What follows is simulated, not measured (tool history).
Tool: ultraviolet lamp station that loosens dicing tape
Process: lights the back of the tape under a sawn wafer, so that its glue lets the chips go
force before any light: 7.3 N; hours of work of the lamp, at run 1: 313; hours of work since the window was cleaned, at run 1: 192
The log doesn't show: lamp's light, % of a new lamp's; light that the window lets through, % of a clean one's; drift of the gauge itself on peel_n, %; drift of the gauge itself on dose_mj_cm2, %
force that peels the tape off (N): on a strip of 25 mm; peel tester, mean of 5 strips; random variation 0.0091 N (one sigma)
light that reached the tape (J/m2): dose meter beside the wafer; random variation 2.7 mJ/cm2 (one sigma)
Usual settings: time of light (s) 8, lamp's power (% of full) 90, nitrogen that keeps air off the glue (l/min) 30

run,hour,time of light (s),lamp's power (% of full),nitrogen that keeps air off the glue (l/min),hours of work of the lamp,hours of work since the window was cleaned,force that peels the tape off (N),light that reached the tape (J/m2)
1,0,8,90,30,313,192,0.525,3050
2,35.6,8,61,30,333,212,1.14,2130
3,92.3,8,90,33,364,243,0.536,3000
4,147,8,73,33,395,274,0.884,2350
5,183.6,8,73,33,415,294,0.883,2370
6,240.4,8,73,33,447,326,0.887,2300
7,291,8,67,33,475,354,1.133,2100
8,330.7,8,67,33,497,376,1.171,2070
9,364.2,8,67,33,515,394,1.179,2030
# hour 374.8: window cleaned of glue's vapour
10,418,8,79,13,545,24,1.107,2750
11,483.3,8,79,13,581,60,1.094,2650
12,530,8,79,13,607,86,1.131,2570
13,573,13,90,38,631,110,0.193,4790

Run 14 comes next. What will it give?
14,609.9,5,90,40,652,131,?,?

{"run 14": {"force that peels the tape off (N)": 1.299, "light that reached the tape (J/m2)": 1840}}
Without the tool's hidden state the same run would have given force that peels the tape off (N) 0.898, light that reached the tape (J/m2) 2260.
